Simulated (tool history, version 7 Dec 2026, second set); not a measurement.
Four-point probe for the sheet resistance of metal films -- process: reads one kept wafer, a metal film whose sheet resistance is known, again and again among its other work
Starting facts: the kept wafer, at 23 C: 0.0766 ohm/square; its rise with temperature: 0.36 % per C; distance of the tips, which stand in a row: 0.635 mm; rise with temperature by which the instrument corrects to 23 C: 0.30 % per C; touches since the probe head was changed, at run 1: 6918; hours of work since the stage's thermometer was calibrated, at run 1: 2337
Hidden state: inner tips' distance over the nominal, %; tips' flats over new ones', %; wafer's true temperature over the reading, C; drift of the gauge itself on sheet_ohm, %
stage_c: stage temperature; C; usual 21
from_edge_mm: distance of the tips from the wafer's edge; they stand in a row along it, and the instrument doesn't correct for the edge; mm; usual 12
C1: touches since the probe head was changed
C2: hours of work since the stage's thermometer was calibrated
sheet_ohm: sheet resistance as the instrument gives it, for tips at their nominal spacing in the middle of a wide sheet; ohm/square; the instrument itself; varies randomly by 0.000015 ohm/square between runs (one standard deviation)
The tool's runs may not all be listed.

run 1 day=0.000 | stage_c=21 from_edge_mm=12 | C1=6918 C2=2337 | sheet_ohm=0.076637
run 2 day=0.458 | stage_c=21 from_edge_mm=12 | C1=7050 C2=2342 | sheet_ohm=0.076630
run 3 day=1.029 | stage_c=21 from_edge_mm=3 | C1=7214 C2=2347 | sheet_ohm=0.078349
run 4 day=1.679 | stage_c=21 from_edge_mm=3 | C1=7400 C2=2353 | sheet_ohm=0.078326
run 5 day=2.308 | stage_c=21 from_edge_mm=3 | C1=7582 C2=2360 | sheet_ohm=0.078332
run 6 day=2.967 | stage_c=21 from_edge_mm=3 | C1=7771 C2=2366 | sheet_ohm=0.078331
run 7 day=3.379 | stage_c=21 from_edge_mm=3 | C1=7888 C2=2370 | sheet_ohm=0.078359
run 8 day=3.767 | stage_c=21 from_edge_mm=8 | C1=8001 C2=2374 | sheet_ohm=0.076766
run 9 day=4.471 | stage_c=21 from_edge_mm=8 | C1=8203 C2=2380 | sheet_ohm=0.076769
run 10 day=4.829 | stage_c=30 from_edge_mm=12 | C1=8306 C2=2384 | sheet_ohm=0.077083
run 11 day=5.625 | stage_c=30 from_edge_mm=11 | C1=8534 C2=2392 | sheet_ohm=0.077141
run 12 day=6.425 | stage_c=30 from_edge_mm=11 | C1=8764 C2=2399 | sheet_ohm=0.077109
run 13 day=6.858 | stage_c=21 from_edge_mm=12 | C1=8888 C2=2404 | sheet_ohm=0.076670
run 14 day=7.367 | stage_c=21 from_edge_mm=12 | C1=9035 C2=2408 | sheet_ohm=0.076667
run 15 day=8.046 | stage_c=21 from_edge_mm=12 | C1=9230 C2=2415 | sheet_ohm=0.076655
run 16 day=8.850 | stage_c=21 from_edge_mm=12 | C1=9461 C2=2423 | sheet_ohm=0.076666
-- day=8.929 stage's thermometer calibrated
run 17 day=9.646 | stage_c=29 from_edge_mm=4 | C1=9684 C2=7 | sheet_ohm=0.078028
run 18 day=10.388 | stage_c=29 from_edge_mm=4 | C1=9897 C2=14 | sheet_ohm=0.078021
run 19 day=11.071 | stage_c=30 from_edge_mm=10 | C1=10093 C2=21 | sheet_ohm=0.077170
run 20 day=11.817 | stage_c=30 from_edge_mm=39 | C1=10307 C2=28 | sheet_ohm=0.077007
run 21 day=12.254 | stage_c=32 from_edge_mm=7 | C1=10433 C2=32 | sheet_ohm=0.077475
-- day=12.688 stage's thermometer calibrated, once more
run 22 day=12.779 | stage_c=34 from_edge_mm=7 | C1=10577 C2=1 | sheet_ohm=0.077410
run 23 day=13.171 | stage_c=20 from_edge_mm=4 | C1=10690 C2=5 | sheet_ohm=0.077410
run 24 day=13.688 | stage_c=20 from_edge_mm=4 | C1=10838 C2=10 | sheet_ohm=0.077436
run 25 day=14.383 | stage_c=20 from_edge_mm=4 | C1=11038 C2=16 | sheet_ohm=0.077449
run 26 day=15.038 | stage_c=21 from_edge_mm=7 | C1=11226 C2=23 | sheet_ohm=0.076789

For each entry between runs, how does the tool's hidden state at the last listed run before it compare with that at the first listed run after it?
Between runs 16 and 17: stage's thermometer calibrated (day 8.929)
  inner tips' distance over the nominal, %: -0.067 -> -0.065; wafer's true temperature over the reading, C: 0.37 -> 0.52
  measured value less the no-hidden-state value, sheet_ohm: +0.000049 -> +0.000090 ohm/square
Between runs 21 and 22: stage's thermometer calibrated, once more (day 12.688)
  inner tips' distance over the nominal, %: -0.06 -> -0.059; wafer's true temperature over the reading, C: 0.53 -> 0.01
  measured value less the no-hidden-state value, sheet_ohm: +0.000093 -> -0.000047 ohm/square

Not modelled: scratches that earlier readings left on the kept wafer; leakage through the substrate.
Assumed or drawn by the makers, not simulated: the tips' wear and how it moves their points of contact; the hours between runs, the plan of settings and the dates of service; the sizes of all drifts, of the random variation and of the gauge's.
